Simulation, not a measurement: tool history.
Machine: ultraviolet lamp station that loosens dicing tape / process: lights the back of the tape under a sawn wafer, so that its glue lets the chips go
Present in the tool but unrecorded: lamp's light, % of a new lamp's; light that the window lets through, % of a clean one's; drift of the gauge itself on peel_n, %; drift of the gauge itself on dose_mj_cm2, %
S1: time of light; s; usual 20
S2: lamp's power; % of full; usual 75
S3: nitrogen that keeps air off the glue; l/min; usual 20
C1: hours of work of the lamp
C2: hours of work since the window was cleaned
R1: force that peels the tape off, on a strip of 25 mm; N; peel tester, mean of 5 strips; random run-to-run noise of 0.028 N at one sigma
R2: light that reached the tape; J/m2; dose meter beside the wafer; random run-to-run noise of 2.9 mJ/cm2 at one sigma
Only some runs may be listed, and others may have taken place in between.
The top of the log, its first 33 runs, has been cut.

{"run": 34, "hour": 326.3, "S1": 21, "S2": 75, "S3": 15, "C1": 252, "C2": 94, "R1": 1.838, "R2": 3890}
{"run": 35, "hour": 336.2, "S1": 15, "S2": 93, "S3": 6, "C1": 257, "C2": 99, "R1": 2.943, "R2": 3430}
{"run": 36, "hour": 342.5, "S1": 27, "S2": 95, "S3": 8, "C1": 261, "C2": 103, "R1": 0.827, "R2": 6290}
{"run": 37, "hour": 350.3, "S1": 18, "S2": 84, "S3": 26, "C1": 265, "C2": 107, "R1": 1.574, "R2": 3690}
{"run": 38, "hour": 357.5, "S1": 20, "S2": 74, "S3": 35, "C1": 269, "C2": 111, "R1": 1.603, "R2": 3590}
{"run": 39, "hour": 369.7, "S1": 20, "S2": 84, "S3": 22, "C1": 276, "C2": 118, "R1": 1.393, "R2": 4100}
{"run": 40, "hour": 380.9, "S1": 20, "S2": 84, "S3": 22, "C1": 283, "C2": 125, "R1": 1.404, "R2": 4020}
{"run": 41, "hour": 389.9, "S1": 14, "S2": 65, "S3": 38, "C1": 288, "C2": 130, "R1": 3.29, "R2": 2170}
{"run": 42, "hour": 403.3, "S1": 11, "S2": 65, "S3": 38, "C1": 296, "C2": 138, "R1": 4.3, "R2": 1700}
{"run": 43, "hour": 409.8, "S1": 11, "S2": 86, "S3": 14, "C1": 299, "C2": 141, "R1": 3.742, "R2": 2260}
{"run": 44, "hour": 417.0, "S1": 17, "S2": 86, "S3": 14, "C1": 303, "C2": 146, "R1": 2.147, "R2": 3500}

3 ways to go on from here, each from the tool as it stands after run 44. What would each give?
{"run": "A", "hour": 430.6, "S1": 34, "S2": 86, "S3": 14, "C1": 311, "C2": 153, "R1": "?", "R2": "?"}
{"run": "B", "hour": 430.6, "S1": 29, "S2": 75, "S3": 27, "C1": 311, "C2": 153, "R1": "?", "R2": "?"}
{"run": "C", "hour": 430.6, "S1": 14, "S2": 74, "S3": 30, "C1": 311, "C2": 153, "R1": "?", "R2": "?"}

run=A R1=0.514 R2=6970
run=B R1=0.781 R2=5150
run=C R1=2.918 R2=2460
With the hidden condition removed and each run's random variation left untouched, the same runs would have given:
run=A R1=0.340 R2=8180
run=B R1=0.522 R2=6050
run=C R1=2.326 R2=2890
